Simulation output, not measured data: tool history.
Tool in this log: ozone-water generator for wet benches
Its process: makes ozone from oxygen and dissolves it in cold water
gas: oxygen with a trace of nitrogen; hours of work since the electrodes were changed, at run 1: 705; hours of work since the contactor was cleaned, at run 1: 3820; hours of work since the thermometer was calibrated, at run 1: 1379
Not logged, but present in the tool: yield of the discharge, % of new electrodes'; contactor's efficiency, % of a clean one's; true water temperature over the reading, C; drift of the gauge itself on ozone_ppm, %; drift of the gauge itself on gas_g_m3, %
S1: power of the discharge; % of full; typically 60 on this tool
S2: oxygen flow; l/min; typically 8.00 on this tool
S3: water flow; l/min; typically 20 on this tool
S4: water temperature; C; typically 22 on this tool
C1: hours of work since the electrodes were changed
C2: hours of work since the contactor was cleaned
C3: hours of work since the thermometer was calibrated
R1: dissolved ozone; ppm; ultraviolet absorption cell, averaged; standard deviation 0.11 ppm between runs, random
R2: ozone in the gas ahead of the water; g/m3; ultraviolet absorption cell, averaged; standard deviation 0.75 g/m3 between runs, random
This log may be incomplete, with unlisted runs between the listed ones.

Run 1, hour 0.0: usual settings; C1 705; C2 3820; C3 1379. Result: R1 18.3 ppm, R2 135.4 g/m3.
Run 2, hour 17.5: usual settings; C1 719; C2 3834; C3 1393. Result: R1 18.3 ppm, R2 136.8 g/m3.
Run 3, hour 42.9: usual settings; C1 739; C2 3854; C3 1413. Result: R1 18.3 ppm, R2 136.4 g/m3.
Run 4, hour 57.6: usual settings; C1 751; C2 3866; C3 1425. Result: R1 18.4 ppm, R2 137.1 g/m3.
Run 5, hour 76.7: usual settings; C1 766; C2 3881; C3 1440. Result: R1 18.4 ppm, R2 135.4 g/m3.
Run 6, hour 106.0: usual settings; C1 789; C2 3905; C3 1463. Result: R1 18.3 ppm, R2 135.1 g/m3.
Run 7, hour 138.5: usual settings; C1 815; C2 3931; C3 1489. Result: R1 18.4 ppm, R2 135.6 g/m3.
Run 8, hour 164.2: usual settings but S4 16 C; C1 836; C2 3951; C3 1510. Result: R1 20.3 ppm, R2 136.1 g/m3.
Run 9, hour 182.9: usual settings; C1 851; C2 3966; C3 1525. Result: R1 18.2 ppm, R2 135.2 g/m3.
Run 10, hour 198.5: usual settings; C1 863; C2 3978; C3 1537. Result: R1 18.2 ppm, R2 136.1 g/m3.
Run 11, hour 211.8: usual settings; C1 874; C2 3989; C3 1548. Result: R1 18.4 ppm, R2 135.2 g/m3.
Run 12, hour 227.2: usual settings; C1 886; C2 4001; C3 1560. Result: R1 18.4 ppm, R2 136.0 g/m3.
Run 13, hour 250.2: usual settings; C1 905; C2 4020; C3 1579. Result: R1 18.2 ppm, R2 136.8 g/m3.
Run 14, hour 280.7: usual settings; C1 929; C2 4044; C3 1603. Result: R1 18.1 ppm, R2 136.4 g/m3.
Run 15, hour 310.9: usual settings but S2 13.30 l/min; C1 953; C2 4068; C3 1627. Result: R1 17.0 ppm, R2 104.0 g/m3.
Run 16, hour 342.9: usual settings but S1 42 % of full; C1 979; C2 4094; C3 1653. Result: R1 13.2 ppm, R2 98.3 g/m3.
Run 17, hour 366.7: usual settings but S1 42 % of full; C1 998; C2 4113; C3 1672. Result: R1 13.0 ppm, R2 96.6 g/m3.
Run 18, hour 396.5: usual settings but S1 78 % of full, S2 4.72 l/min, S3 28 l/min, S4 24 C; C1 1021; C2 4137; C3 1695. Result: R1 17.1 ppm, R2 225.8 g/m3.
Run 19, hour 428.9: usual settings but S1 78 % of full, S2 4.72 l/min, S3 28 l/min, S4 24 C; C1 1047; C2 4163; C3 1721. Result: R1 17.2 ppm, R2 225.2 g/m3.
Run 20, hour 461.0: usual settings but S1 78 % of full, S2 4.72 l/min, S3 28 l/min, S4 24 C; C1 1073; C2 4188; C3 1747. Result: R1 16.9 ppm, R2 224.5 g/m3.
Run 21, hour 480.3: usual settings but S1 54 % of full, S2 6.41 l/min, S3 22 l/min, S4 24 C; C1 1088; C2 4204; C3 1762. Result: R1 15.0 ppm, R2 138.2 g/m3.
Run 22, hour 509.4: usual settings but S1 75 % of full, S4 25 C; C1 1112; C2 4227; C3 1786. Result: R1 21.2 ppm, R2 167.7 g/m3.
Run 23, hour 538.3: usual settings but S1 75 % of full, S4 25 C; C1 1135; C2 4250; C3 1809. Result: R1 21.0 ppm, R2 165.4 g/m3.
Run 24, hour 562.1: usual settings but S4 25 C; C1 1154; C2 4269; C3 1828. Result: R1 17.3 ppm, R2 136.6 g/m3.
Run 25, hour 586.8: usual settings but S4 25 C; C1 1174; C2 4289; C3 1847. Result: R1 17.3 ppm, R2 134.4 g/m3.
Run 26, hour 602.8: usual settings but S4 28 C; C1 1186; C2 4301; C3 1860. Result: R1 16.0 ppm, R2 136.2 g/m3.
Run 27, hour 630.7: usual settings but S4 28 C; C1 1209; C2 4324; C3 1883. Result: R1 16.1 ppm, R2 134.9 g/m3.
Run 28, hour 656.5: usual settings but S3 24 l/min; C1 1229; C2 4344; C3 1903. Result: R1 15.9 ppm, R2 135.7 g/m3.
Run 29, hour 680.7: usual settings but S3 24 l/min; C1 1248; C2 4364; C3 1922. Result: R1 15.9 ppm, R2 133.8 g/m3.
Run 30, hour 695.7: usual settings but S1 57 % of full, S3 24 l/min; C1 1260; C2 4376; C3 1934. Result: R1 15.2 ppm, R2 129.3 g/m3.
Run 31, hour 711.8: usual settings but S2 11.43 l/min, S3 15 l/min; C1 1273; C2 4388; C3 1947. Result: R1 20.1 ppm, R2 113.5 g/m3.
Run 32, hour 737.5: usual settings but S2 7.21 l/min, S3 17 l/min; C1 1294; C2 4409; C3 1968. Result: R1 20.7 ppm, R2 143.9 g/m3.

Measured result minus the same run's result without the hidden state. Both carry the same run-to-run variation, though not necessarily the same gauge scatter:
run    R1    R2
  1  -0.4  -1.4
  2  -0.4  -1.4
  3  -0.5  -1.4
  4  -0.4  -1.5
  5  -0.4  -1.5
  6  -0.4  -1.5
  7  -0.4  -1.6
  8  -0.5  -1.6
  9  -0.5  -1.6
 10  -0.4  -1.7
 11  -0.4  -1.6
 12  -0.5  -1.7
 13  -0.4  -1.7
 14  -0.5  -1.8
 15  -0.4  -1.4
 16  -0.2  -0.8
 17  -0.3  -0.8
 18  -0.6  -3.9
 19  -0.6  -4.0
 20  -0.6  -4.0
 21  -0.4  -1.8
 22  -0.7  -3.0
 23  -0.7  -3.0
 24  -0.4  -2.0
 25  -0.5  -2.1
 26  -0.5  -2.0
 27  -0.5  -2.0
 28  -0.5  -2.2
 29  -0.5  -2.1
 30  -0.5  -2.0
 31  -0.5  -1.8
 32  -0.6  -2.3

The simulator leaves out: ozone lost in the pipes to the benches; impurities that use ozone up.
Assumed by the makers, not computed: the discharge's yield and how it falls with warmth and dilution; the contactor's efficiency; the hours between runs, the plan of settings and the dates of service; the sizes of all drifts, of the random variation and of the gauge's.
